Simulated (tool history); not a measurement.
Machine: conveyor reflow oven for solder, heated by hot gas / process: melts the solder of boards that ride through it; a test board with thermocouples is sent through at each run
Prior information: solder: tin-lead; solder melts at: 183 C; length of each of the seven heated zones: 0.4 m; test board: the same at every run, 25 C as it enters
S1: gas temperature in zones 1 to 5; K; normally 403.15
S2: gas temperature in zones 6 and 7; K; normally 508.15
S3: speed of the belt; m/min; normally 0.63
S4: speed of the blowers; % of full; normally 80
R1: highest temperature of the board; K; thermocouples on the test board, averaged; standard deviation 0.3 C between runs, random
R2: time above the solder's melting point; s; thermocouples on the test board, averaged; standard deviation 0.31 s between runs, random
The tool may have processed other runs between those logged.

run   hour      S1      S2     S3  S4      R1    R2
  1      0  403.15  508.15   0.63  80  487.15  51.5
  2    8.6  403.15  497.15   0.63  80  478.75  43.4
  3   23.2  403.15  497.15   0.63  80  478.35  43.3
  4     30  403.15  497.15   0.63  80  478.75  42.7
  5   40.9  403.15  497.15   0.63  80  478.25  42.4
  6   48.6  403.15  508.15   0.63  80  487.35  51.3
  7   63.3  403.15  508.15   0.63  80  487.35  50.8
  8   73.8  403.15  508.15   0.63  80  487.35  50.9
  9   85.4  403.15  508.15   0.63  80  486.95  51.1
 10  100.1  403.15  515.15   0.63  73  490.95    54
     114.2  -- flux residue cleaned out of gas plates and filters
 11  115.3  413.15  503.15  0.683  80  485.25  48.6
 12  122.4  400.15  522.15   0.63  80  502.05  60.8

Run 13, settings as shown, results not yet in. Your forecast:
 13  130.3  403.15  497.15  0.735  80   ?   ?

{"run 13": {"R1": 475.75, "R2": 32.6}}
Take away the tool's hidden state, keep the run-to-run variation as it was, and the same run would have given R1 475.25 K, R2 32 s.
